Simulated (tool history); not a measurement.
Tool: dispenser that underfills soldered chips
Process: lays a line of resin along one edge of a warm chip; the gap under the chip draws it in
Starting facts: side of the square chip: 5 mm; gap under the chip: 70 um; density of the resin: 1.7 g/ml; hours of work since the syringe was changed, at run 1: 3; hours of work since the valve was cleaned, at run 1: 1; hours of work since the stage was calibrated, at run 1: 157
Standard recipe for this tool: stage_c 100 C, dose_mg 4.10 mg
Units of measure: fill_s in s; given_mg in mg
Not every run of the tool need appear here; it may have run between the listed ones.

run   hour  stage_c  dose_mg  hours of work since the syringe was changed  hours of work since the valve was cleaned  hours of work since the stage was calibrated  fill_s  given_mg
  1    0.0      100     4.10                                            3                                          1                                           157    21.7      4.10
  2    3.5      100     4.10                                            6                                          3                                           160    24.4      4.07
  3    7.6      100     4.10                                            9                                          6                                           163    27.7      4.09
       9.1  -- new syringe of resin
  4   12.7      104     4.10                                            3                                         10                                           166    18.3      4.08
  5   15.2       96     4.10                                            4                                         12                                           168    26.7      4.05
  6   17.5      100     4.10                                            6                                         13                                           170    25.2      4.02
  7   19.9      100     4.10                                            8                                         15                                           171    26.7      4.04
      22.8  -- new syringe of resin
  8   25.0      100     4.10                                            2                                         19                                           175    20.3      4.01
  9   27.6      100     3.91                                            3                                         20                                           177    22.5      3.83
 10   30.8      100     3.91                                            6                                         23                                           179    25.8      3.84
 11   35.5      100     4.76                                            9                                         26                                           182    27.9      4.65
      36.2  -- new syringe of resin
 12   38.5      100     4.10                                            2                                         28                                           184    20.7      4.00
 13   41.5      100     4.10                                            4                                         30                                           187    22.0      3.96
 14   45.3      100     5.02                                            7                                         33                                           189    25.0      4.88
 15   48.6      100     5.02                                            9                                         35                                           192    27.3      4.86
      49.8  -- new syringe of resin
 16   53.5      100     5.02                                            3                                         39                                           195    21.2      4.86
 17   56.8      100     5.02                                            5                                         41                                           197    22.9      4.85
 18   62.0      100     4.10                                            9                                         45                                           201    28.9      3.96
      63.3  -- new syringe of resin
 19   66.2      100     4.10                                            2                                         48                                           204    21.0      3.93
 20   68.9      114     3.99                                            4                                         50                                           206    14.7      3.81
 21   73.4      103     5.03                                            7                                         53                                           209    22.9      4.79
      76.7  -- new syringe of resin
 22   78.6       93     4.83                                            1                                         57                                           213    24.8      4.58
 23   82.7      114     4.83                                            4                                         59                                           216    14.7      4.57
      85.3  -- dispensing valve cleaned and set on the balance
 24   87.0       99     4.10                                            7                                          1                                           218    26.1      4.10
      91.3  -- new syringe of resin
 25   92.1       99     4.23                                            1                                          5                                           222    20.4      4.21
 26   96.1      107     3.77                                            3                                          8                                           225    18.6      3.74
 27  100.1       93     4.06                                            6                                         10                                           227    31.9      4.02
     104.8  -- new syringe of resin
 28  104.8      100     4.25                                            0                                         14                                           231    19.0      4.18
 29  109.5       95     5.02                                            3                                         17                                           234    24.7      4.93
 30  112.0       95     5.02                                            5                                         19                                           236    28.0      4.95
 31  114.6       87     5.02                                            7                                         21                                           238    39.0      4.90
     118.2  -- new syringe of resin
 32  118.2       94     4.17                                            0                                         23                                           240    22.8      4.07
 33  123.1      100     4.02                                            4                                         27                                           244    22.5      3.91
 34  125.4       98     5.17                                            5                                         28                                           245    24.6      5.04
 35  130.0      108     3.82                                            9                                         32                                           249    22.8      3.72

Here are 4 independent what-if runs from the current tool condition. What would each one return?
     131.8  -- new syringe of resin
  A  132.6      106     3.82                                            1                                         33                                           250       ?         ?
     131.8  -- new syringe of resin
  B  132.6       85     4.75                                            1                                         33                                           250       ?         ?
     131.8  -- new syringe of resin
  C  132.6       97     3.82                                            1                                         33                                           250       ?         ?
     131.8  -- new syringe of resin
  D  132.6       97     3.61                                            1                                         33                                           250       ?         ?

run  fill_s  given_mg
  A    16.4      3.70
  B    30.2      4.59
  C    21.6      3.71
  D    22.0      3.49
The same runs, with their run-to-run variation unchanged, on a tool lacking any hidden condition would have given:
run  fill_s  given_mg
  A    16.7      3.81
  B    31.1      4.73
  C    22.1      3.83
  D    22.4      3.60
